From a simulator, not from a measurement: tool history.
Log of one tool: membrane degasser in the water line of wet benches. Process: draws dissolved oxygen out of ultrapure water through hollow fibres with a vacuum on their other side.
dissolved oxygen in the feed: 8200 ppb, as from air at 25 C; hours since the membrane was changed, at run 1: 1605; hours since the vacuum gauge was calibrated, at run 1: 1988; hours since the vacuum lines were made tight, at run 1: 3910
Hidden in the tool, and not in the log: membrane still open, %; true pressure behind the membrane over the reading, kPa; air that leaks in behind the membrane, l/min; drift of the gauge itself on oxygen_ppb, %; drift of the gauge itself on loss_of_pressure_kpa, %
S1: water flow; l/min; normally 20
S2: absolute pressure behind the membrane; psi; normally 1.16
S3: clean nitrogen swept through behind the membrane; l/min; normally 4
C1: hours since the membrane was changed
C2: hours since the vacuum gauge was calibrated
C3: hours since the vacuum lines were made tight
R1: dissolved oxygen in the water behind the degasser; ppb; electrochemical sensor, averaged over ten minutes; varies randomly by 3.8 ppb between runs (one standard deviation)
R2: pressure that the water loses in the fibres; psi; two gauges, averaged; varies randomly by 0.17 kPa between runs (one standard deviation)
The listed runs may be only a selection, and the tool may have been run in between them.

| run | hour | S1 | S2 | S3 | C1 | C2 | C3 | R1 | R2 |
|---|---|---|---|---|---|---|---|---|---|
| 1 | 0 | 20 | 1.16 | 4 | 1605 | 1988 | 3910 | 386.2 | 3.788 |
| 2 | 76.2 | 20 | 1.143 | 4 | 1681 | 2064 | 3986 | 400.2 | 3.788 |
| 3 | 167.1 | 20 | 1.16 | 4 | 1772 | 2155 | 4077 | 388.2 | 3.765 |
| 4 | 243 | 20 | 1.16 | 4 | 1848 | 2231 | 4153 | 390.6 | 3.762 |
| 5 | 363.5 | 20 | 1.16 | 4 | 1968 | 2352 | 4273 | 393 | 3.846 |
| 6 | 431.7 | 20 | 1.16 | 4 | 2036 | 2420 | 4341 | 394.8 | 3.813 |
| 7 | 522.5 | 20 | 1.16 | 4 | 2127 | 2511 | 4432 | 394.8 | 3.793 |
| 8 | 576 | 20 | 1.16 | 4.23 | 2181 | 2564 | 4486 | 393.3 | 3.794 |
| 9 | 634.2 | 21 | 1.16 | 4 | 2239 | 2622 | 4544 | 422.1 | 4.002 |
| 10 | 691.6 | 20 | 1.16 | 4 | 2296 | 2680 | 4601 | 400.3 | 3.804 |
| 11 | 794.4 | 20 | 1.16 | 4 | 2399 | 2783 | 4704 | 399.9 | 3.733 |
| 12 | 905.9 | 20 | 1.16 | 4 | 2511 | 2894 | 4816 | 401.5 | 3.796 |
| 13 | 987.9 | 18 | 1.049 | 3.94 | 2593 | 2976 | 4898 | 339.1 | 3.43 |
|  | 997.5 | vacuum gauge calibrated |
| 14 | 1120.3 | 18 | 1.049 | 3.94 | 2724 | 123 | 5029 | 347.3 | 3.442 |
| 15 | 1213.8 | 20 | 2.534 | 9.63 | 2818 | 216 | 5123 | 413.5 | 3.836 |
| 16 | 1291.5 | 20 | 2.534 | 9.63 | 2896 | 294 | 5201 | 415.8 | 3.81 |
| 17 | 1346.1 | 16 | 1.16 | 4 | 2950 | 349 | 5255 | 293.2 | 3.085 |
| 18 | 1463.6 | 20 | 1.202 | 5.4 | 3068 | 466 | 5373 | 389.2 | 3.785 |
| 19 | 1548.2 | 20 | 1.079 | 6.45 | 3152 | 551 | 5457 | 377.6 | 3.812 |
|  | 1674.9 | vacuum gauge calibrated, once more |
| 20 | 1674.9 | 20 | 1.079 | 6.45 | 3279 | 0 | 5584 | 373.5 | 3.82 |
| 21 | 1807.3 | 20 | 1.079 | 6.45 | 3411 | 132 | 5716 | 380 | 3.835 |

For each entry between runs, how does the tool's hidden state at the last listed run before it compare with that at the first listed run after it?
Between runs 13 and 14: vacuum gauge calibrated (hour 997.5)
  membrane still open, %: 98.5 -> 98.4; true pressure behind the membrane over the reading, kPa: 0.14 -> 0.2; air that leaks in behind the membrane, l/min: 0.0049 -> 0.005
  measured less the result without the state, R1: +16.1 -> +17.9 ppb; R2: +0.051 -> +0.054 psi
Between runs 19 and 20: vacuum gauge calibrated, once more (hour 1674.9)
  membrane still open, %: 98.2 -> 98.1; true pressure behind the membrane over the reading, kPa: 0.22 -> 0; air that leaks in behind the membrane, l/min: 0.0053 -> 0.0054
  measured less the result without the state, R1: +21.2 -> +20.1 ppb; R2: +0.068 -> +0.071 psi
